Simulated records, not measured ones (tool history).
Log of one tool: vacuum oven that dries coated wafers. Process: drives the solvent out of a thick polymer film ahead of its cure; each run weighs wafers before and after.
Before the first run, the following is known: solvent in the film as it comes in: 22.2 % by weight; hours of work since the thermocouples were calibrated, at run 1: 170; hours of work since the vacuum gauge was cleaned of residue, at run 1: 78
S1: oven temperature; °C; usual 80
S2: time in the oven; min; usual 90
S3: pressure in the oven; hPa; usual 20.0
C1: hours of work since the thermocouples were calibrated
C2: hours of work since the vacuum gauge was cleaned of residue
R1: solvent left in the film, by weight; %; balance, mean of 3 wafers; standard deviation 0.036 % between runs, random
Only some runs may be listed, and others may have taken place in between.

{"run": 1, "hour": 0.0, "S1": 80, "S2": 90, "S3": 20.0, "C1": 170, "C2": 78, "R1": 1.82}
{"run": 2, "hour": 7.4, "S1": 80, "S2": 90, "S3": 20.0, "C1": 174, "C2": 83, "R1": 1.77}
{"run": 3, "hour": 14.0, "S1": 80, "S2": 90, "S3": 20.0, "C1": 178, "C2": 87, "R1": 1.82}
{"run": 4, "hour": 19.3, "S1": 80, "S2": 90, "S3": 20.0, "C1": 182, "C2": 90, "R1": 1.78}
{"run": 5, "hour": 31.4, "S1": 80, "S2": 90, "S3": 20.0, "C1": 189, "C2": 97, "R1": 1.82}
{"run": 6, "hour": 40.6, "S1": 80, "S2": 90, "S3": 20.0, "C1": 195, "C2": 103, "R1": 1.85}
{"run": 7, "hour": 50.9, "S1": 80, "S2": 90, "S3": 20.0, "C1": 201, "C2": 109, "R1": 1.78}
{"run": 8, "hour": 56.4, "S1": 80, "S2": 90, "S3": 20.0, "C1": 204, "C2": 113, "R1": 1.86}
{"run": 9, "hour": 63.2, "S1": 80, "S2": 127, "S3": 20.0, "C1": 208, "C2": 117, "R1": 0.96}
{"run": 10, "hour": 73.6, "S1": 80, "S2": 127, "S3": 20.0, "C1": 215, "C2": 123, "R1": 0.97}
{"run": 11, "hour": 83.0, "S1": 80, "S2": 90, "S3": 11.1, "C1": 220, "C2": 129, "R1": 1.58}
{"run": 12, "hour": 89.1, "S1": 68, "S2": 90, "S3": 20.0, "C1": 224, "C2": 132, "R1": 6.95}
{"run": 13, "hour": 99.2, "S1": 93, "S2": 114, "S3": 28.2, "C1": 230, "C2": 139, "R1": 0.36}
{"run": 14, "hour": 108.3, "S1": 90, "S2": 63, "S3": 47.1, "C1": 236, "C2": 144, "R1": 1.18}
{"run": 15, "hour": 119.8, "S1": 69, "S2": 90, "S3": 20.0, "C1": 243, "C2": 151, "R1": 6.27}
{"run": 16, "hour": 131.9, "S1": 69, "S2": 90, "S3": 20.0, "C1": 250, "C2": 159, "R1": 6.18}
{"run": 17, "hour": 140.6, "S1": 66, "S2": 66, "S3": 20.0, "C1": 255, "C2": 164, "R1": 9.84}
{"run": 18, "hour": 149.3, "S1": 66, "S2": 99, "S3": 25.4, "C1": 261, "C2": 169, "R1": 7.38}
{"run": 19, "hour": 156.3, "S1": 80, "S2": 125, "S3": 20.0, "C1": 265, "C2": 173, "R1": 0.94}
{"run": 20, "hour": 166.8, "S1": 84, "S2": 114, "S3": 27.5, "C1": 271, "C2": 180, "R1": 0.8}
{"run": 21, "hour": 176.4, "S1": 84, "S2": 114, "S3": 27.5, "C1": 277, "C2": 186, "R1": 0.78}
{"run": 22, "hour": 188.0, "S1": 72, "S2": 63, "S3": 27.5, "C1": 284, "C2": 193, "R1": 7.1}

A few steps of R1 between consecutive runs. Split each: what settings, incoming material and random variation would produce without the hidden state, and what is left over for the hidden state, along with gauge scatter present in only one of the two compared results (measured, and without hidden state):
Hidden conditions of the tool in this case: true wafer temperature over the reading, C; true pressure over the reading, kPa; drift of the gauge itself on solvent_pct, %.
Run 12 -> 13: S1 68 -> 93, S2 90 -> 114, S3 20.0 -> 28.2. R1 -6.59 %: hidden state +0.32, all else -6.91.
Run 18 -> 19: S1 66 -> 80, S2 99 -> 125, S3 25.4 -> 20.0. R1 -6.44 %: hidden state +0.27, all else -6.71.
Run 21 -> 22: S1 84 -> 72, S2 114 -> 63. R1 +6.32 %: hidden state -0.31, all else +6.63.
